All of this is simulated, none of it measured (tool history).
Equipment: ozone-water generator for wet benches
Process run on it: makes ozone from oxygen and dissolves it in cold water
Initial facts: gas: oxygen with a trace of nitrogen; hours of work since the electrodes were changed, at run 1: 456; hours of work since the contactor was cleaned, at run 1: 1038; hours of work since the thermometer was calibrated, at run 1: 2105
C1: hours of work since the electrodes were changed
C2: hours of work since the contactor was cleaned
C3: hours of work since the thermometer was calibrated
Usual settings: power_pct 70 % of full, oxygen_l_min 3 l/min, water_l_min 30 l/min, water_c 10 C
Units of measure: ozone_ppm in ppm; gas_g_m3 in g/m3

run 1 hour=0 | power_pct=70 oxygen_l_min=3 water_l_min=30 water_c=10 | C1=456 C2=1038 C3=2105 | ozone_ppm=11.4 gas_g_m3=216.3
run 2 hour=50 | power_pct=70 oxygen_l_min=3 water_l_min=30 water_c=10 | C1=488 C2=1070 C3=2137 | ozone_ppm=11.4 gas_g_m3=218.3
run 3 hour=102.7 | power_pct=70 oxygen_l_min=3 water_l_min=30 water_c=10 | C1=522 C2=1104 C3=2171 | ozone_ppm=11.5 gas_g_m3=221.4
run 4 hour=160.6 | power_pct=70 oxygen_l_min=3.7 water_l_min=30 water_c=10 | C1=560 C2=1141 C3=2208 | ozone_ppm=12.1 gas_g_m3=193.9
run 5 hour=223.6 | power_pct=70 oxygen_l_min=3.7 water_l_min=30 water_c=9 | C1=600 C2=1182 C3=2249 | ozone_ppm=12.3 gas_g_m3=195.2
run 6 hour=270.7 | power_pct=70 oxygen_l_min=1.57 water_l_min=30 water_c=10 | C1=631 C2=1212 C3=2279 | ozone_ppm=9.3 gas_g_m3=310
run 7 hour=330 | power_pct=70 oxygen_l_min=1.57 water_l_min=30 water_c=10 | C1=669 C2=1250 C3=2317 | ozone_ppm=9.4 gas_g_m3=308.1
run 8 hour=394.7 | power_pct=70 oxygen_l_min=1.57 water_l_min=30 water_c=10 | C1=710 C2=1292 C3=2359 | ozone_ppm=9.4 gas_g_m3=305.8
run 9 hour=473.3 | power_pct=70 oxygen_l_min=1.57 water_l_min=30 water_c=10 | C1=761 C2=1343 C3=2410 | ozone_ppm=9.6 gas_g_m3=305.5
run 10 hour=550.8 | power_pct=81 oxygen_l_min=3 water_l_min=30 water_c=10 | C1=811 C2=1393 C3=2460 | ozone_ppm=12.6 gas_g_m3=233.3
run 11 hour=634.4 | power_pct=84 oxygen_l_min=3 water_l_min=30 water_c=10 | C1=865 C2=1446 C3=2514 | ozone_ppm=12.7 gas_g_m3=238.2
run 12 hour=719.4 | power_pct=84 oxygen_l_min=3 water_l_min=30 water_c=10 | C1=920 C2=1501 C3=2568 | ozone_ppm=12.3 gas_g_m3=237
run 13 hour=783.2 | power_pct=48 oxygen_l_min=3 water_l_min=30 water_c=10 | C1=961 C2=1542 C3=2609 | ozone_ppm=9.5 gas_g_m3=177.8
run 14 hour=839.8 | power_pct=70 oxygen_l_min=3.04 water_l_min=30 water_c=14 | C1=997 C2=1579 C3=2646 | ozone_ppm=11.3 gas_g_m3=213.5
run 15 hour=888.4 | power_pct=70 oxygen_l_min=3.04 water_l_min=30 water_c=14 | C1=1028 C2=1610 C3=2677 | ozone_ppm=11.3 gas_g_m3=215.5
run 16 hour=952 | power_pct=48 oxygen_l_min=2.47 water_l_min=18 water_c=14 | C1=1069 C2=1651 C3=2718 | ozone_ppm=15.6 gas_g_m3=195.9
run 17 hour=1007.7 | power_pct=48 oxygen_l_min=2.47 water_l_min=18 water_c=14 | C1=1105 C2=1687 C3=2754 | ozone_ppm=15.8 gas_g_m3=196.9
run 18 hour=1055.2 | power_pct=46 oxygen_l_min=3 water_l_min=30 water_c=17 | C1=1136 C2=1717 C3=2785 | ozone_ppm=8.8 gas_g_m3=175.1
run 19 hour=1103.7 | power_pct=52 oxygen_l_min=2.11 water_l_min=34 water_c=8 | C1=1167 C2=1749 C3=2816 | ozone_ppm=7.7 gas_g_m3=221.2
run 20 hour=1146.2 | power_pct=70 oxygen_l_min=4.86 water_l_min=48 water_c=10 | C1=1195 C2=1776 C3=2843 | ozone_ppm=7.4 gas_g_m3=165.8
run 21 hour=1183.3 | power_pct=91 oxygen_l_min=3 water_l_min=22 water_c=10 | C1=1218 C2=1800 C3=2867 | ozone_ppm=19.2 gas_g_m3=246
run 22 hour=1244.5 | power_pct=91 oxygen_l_min=3 water_l_min=22 water_c=10 | C1=1258 C2=1839 C3=2907 | ozone_ppm=19.1 gas_g_m3=245.4
run 23 hour=1288 | power_pct=61 oxygen_l_min=3 water_l_min=32 water_c=10 | C1=1286 C2=1867 C3=2935 | ozone_ppm=9.9 gas_g_m3=201.9
run 24 hour=1341.5 | power_pct=61 oxygen_l_min=2 water_l_min=32 water_c=10 | C1=1320 C2=1902 C3=2969 | ozone_ppm=8.9 gas_g_m3=248.2

Forecast each of these 4 alternatives for the next run:
run A hour=1396.1 | power_pct=70 oxygen_l_min=4.86 water_l_min=30 water_c=10 | C1=1356 C2=1937 C3=3004 | ozone_ppm=? gas_g_m3=?
run B hour=1396.1 | power_pct=61 oxygen_l_min=4.58 water_l_min=32 water_c=8 | C1=1356 C2=1937 C3=3004 | ozone_ppm=? gas_g_m3=?
run C hour=1396.1 | power_pct=97 oxygen_l_min=2 water_l_min=32 water_c=11 | C1=1356 C2=1937 C3=3004 | ozone_ppm=? gas_g_m3=?
run D hour=1396.1 | power_pct=54 oxygen_l_min=2 water_l_min=48 water_c=10 | C1=1356 C2=1937 C3=3004 | ozone_ppm=? gas_g_m3=?

run=A ozone_ppm=12.7 gas_g_m3=164.9
run=B ozone_ppm=11.1 gas_g_m3=159.4
run=C ozone_ppm=11.2 gas_g_m3=315.9
run=D ozone_ppm=4.7 gas_g_m3=233.5
Take away the tool's hidden state, keep each run's random variation, and the runs would have read:
run=A ozone_ppm=12.7 gas_g_m3=168.1
run=B ozone_ppm=11.1 gas_g_m3=162.5
run=C ozone_ppm=11.2 gas_g_m3=322.1
run=D ozone_ppm=4.7 gas_g_m3=238.1
